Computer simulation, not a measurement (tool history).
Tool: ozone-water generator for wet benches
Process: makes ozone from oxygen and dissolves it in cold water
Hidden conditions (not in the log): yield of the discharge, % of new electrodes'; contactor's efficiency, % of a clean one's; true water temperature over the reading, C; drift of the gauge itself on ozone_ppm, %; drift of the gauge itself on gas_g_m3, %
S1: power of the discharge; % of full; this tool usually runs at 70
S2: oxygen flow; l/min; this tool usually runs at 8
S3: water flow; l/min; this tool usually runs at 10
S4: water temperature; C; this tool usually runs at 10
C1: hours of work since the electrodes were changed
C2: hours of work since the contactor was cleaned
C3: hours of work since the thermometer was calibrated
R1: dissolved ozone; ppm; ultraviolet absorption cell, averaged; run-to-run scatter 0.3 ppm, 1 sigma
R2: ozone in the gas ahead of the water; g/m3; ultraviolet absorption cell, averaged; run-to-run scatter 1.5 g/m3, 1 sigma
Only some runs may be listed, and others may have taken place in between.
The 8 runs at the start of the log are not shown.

{"run": 9, "hour": 242.2, "S1": 44, "S2": 5.04, "S3": 10, "S4": 10, "C1": 764, "C2": 4979, "C3": 1513, "R1": 38.5, "R2": 282.3}
{"run": 10, "hour": 274.4, "S1": 70, "S2": 8, "S3": 8, "S4": 10, "C1": 790, "C2": 5005, "C3": 1539, "R1": 53.4, "R2": 277.5}
{"run": 11, "hour": 304.8, "S1": 70, "S2": 8, "S3": 8, "S4": 10, "C1": 815, "C2": 5030, "C3": 1564, "R1": 53.7, "R2": 273.5}
{"run": 12, "hour": 330.0, "S1": 70, "S2": 8, "S3": 8, "S4": 10, "C1": 835, "C2": 5050, "C3": 1584, "R1": 53.7, "R2": 272.9}
{"run": 13, "hour": 362.2, "S1": 42, "S2": 8, "S3": 10, "S4": 10, "C1": 861, "C2": 5076, "C3": 1610, "R1": 34, "R2": 207.4}
{"run": 14, "hour": 397.3, "S1": 42, "S2": 8, "S3": 10, "S4": 10, "C1": 889, "C2": 5104, "C3": 1638, "R1": 34, "R2": 207}
{"run": 15, "hour": 419.1, "S1": 42, "S2": 8, "S3": 10, "S4": 10, "C1": 907, "C2": 5122, "C3": 1656, "R1": 33.8, "R2": 205.8}
{"run": 16, "hour": 437.8, "S1": 42, "S2": 8, "S3": 10, "S4": 10, "C1": 922, "C2": 5137, "C3": 1671, "R1": 34, "R2": 206.5}
{"run": 17, "hour": 465.9, "S1": 70, "S2": 8, "S3": 10, "S4": 10, "C1": 945, "C2": 5160, "C3": 1694, "R1": 45.1, "R2": 275.1}
{"run": 18, "hour": 503.3, "S1": 70, "S2": 8, "S3": 10, "S4": 10, "C1": 975, "C2": 5190, "C3": 1724, "R1": 45.1, "R2": 273.1}
{"run": 19, "hour": 532.4, "S1": 62, "S2": 5.1, "S3": 14, "S4": 13, "C1": 998, "C2": 5213, "C3": 1747, "R1": 32.1, "R2": 334.6}
{"run": 20, "hour": 550.5, "S1": 70, "S2": 4.74, "S3": 6, "S4": 7, "C1": 1013, "C2": 5228, "C3": 1762, "R1": 80.1, "R2": 373.8}
{"run": 21, "hour": 586.1, "S1": 82, "S2": 8, "S3": 9, "S4": 17, "C1": 1042, "C2": 5257, "C3": 1791, "R1": 45.4, "R2": 298.6}
{"run": 22, "hour": 619.7, "S1": 57, "S2": 13.11, "S3": 7, "S4": 17, "C1": 1069, "C2": 5284, "C3": 1818, "R1": 35.1, "R2": 181.4}
{"run": 23, "hour": 660.8, "S1": 57, "S2": 13.11, "S3": 7, "S4": 17, "C1": 1102, "C2": 5317, "C3": 1851, "R1": 35.6, "R2": 179.7}
{"run": 24, "hour": 691.4, "S1": 57, "S2": 13.11, "S3": 7, "S4": 17, "C1": 1127, "C2": 5342, "C3": 1876, "R1": 35.2, "R2": 180.5}
{"run": 25, "hour": 722.1, "S1": 57, "S2": 13.11, "S3": 7, "S4": 17, "C1": 1152, "C2": 5367, "C3": 1901, "R1": 35.4, "R2": 180.1}
{"run": 26, "hour": 758.5, "S1": 70, "S2": 6.62, "S3": 10, "S4": 7, "C1": 1181, "C2": 5396, "C3": 1930, "R1": 50, "R2": 304.7}
{"run": 27, "hour": 776.5, "S1": 67, "S2": 8, "S3": 6, "S4": 10, "C1": 1195, "C2": 5411, "C3": 1945, "R1": 61.3, "R2": 263.6}
{"run": 28, "hour": 803.3, "S1": 67, "S2": 8, "S3": 7, "S4": 10, "C1": 1217, "C2": 5432, "C3": 1966, "R1": 55.8, "R2": 264.6}
{"run": 29, "hour": 820.9, "S1": 67, "S2": 8, "S3": 7, "S4": 10, "C1": 1231, "C2": 5446, "C3": 1980, "R1": 56.3, "R2": 268}
{"run": 30, "hour": 850.0, "S1": 67, "S2": 4.37, "S3": 7, "S4": 10, "C1": 1255, "C2": 5470, "C3": 2004, "R1": 67.5, "R2": 388.1}
{"run": 31, "hour": 883.5, "S1": 52, "S2": 7.05, "S3": 14, "S4": 10, "C1": 1282, "C2": 5497, "C3": 2031, "R1": 29.3, "R2": 251.7}
{"run": 32, "hour": 908.7, "S1": 52, "S2": 7.05, "S3": 14, "S4": 10, "C1": 1302, "C2": 5517, "C3": 2051, "R1": 29.6, "R2": 251.1}
{"run": 33, "hour": 938.4, "S1": 52, "S2": 7.05, "S3": 14, "S4": 10, "C1": 1326, "C2": 5541, "C3": 2075, "R1": 29.3, "R2": 250.6}

Forecast each of these 3 alternatives for the next run:
{"run": "A", "hour": 978.8, "S1": 65, "S2": 8.6, "S3": 14, "S4": 11, "C1": 1359, "C2": 5574, "C3": 2108, "R1": "?", "R2": "?"}
{"run": "B", "hour": 978.8, "S1": 52, "S2": 5.9, "S3": 14, "S4": 10, "C1": 1359, "C2": 5574, "C3": 2108, "R1": "?", "R2": "?"}
{"run": "C", "hour": 978.8, "S1": 43, "S2": 7.05, "S3": 15, "S4": 9, "C1": 1359, "C2": 5574, "C3": 2108, "R1": "?", "R2": "?"}

run=A R1=31.4 R2=249.8
run=B R1=30.2 R2=279.3
run=C R1=25.1 R2=225.4
The same runs, with their run-to-run variation unchanged, on a tool lacking any hidden condition would have given:
run=A R1=33 R2=251.6
run=B R1=31.8 R2=281.1
run=C R1=26.4 R2=226.7

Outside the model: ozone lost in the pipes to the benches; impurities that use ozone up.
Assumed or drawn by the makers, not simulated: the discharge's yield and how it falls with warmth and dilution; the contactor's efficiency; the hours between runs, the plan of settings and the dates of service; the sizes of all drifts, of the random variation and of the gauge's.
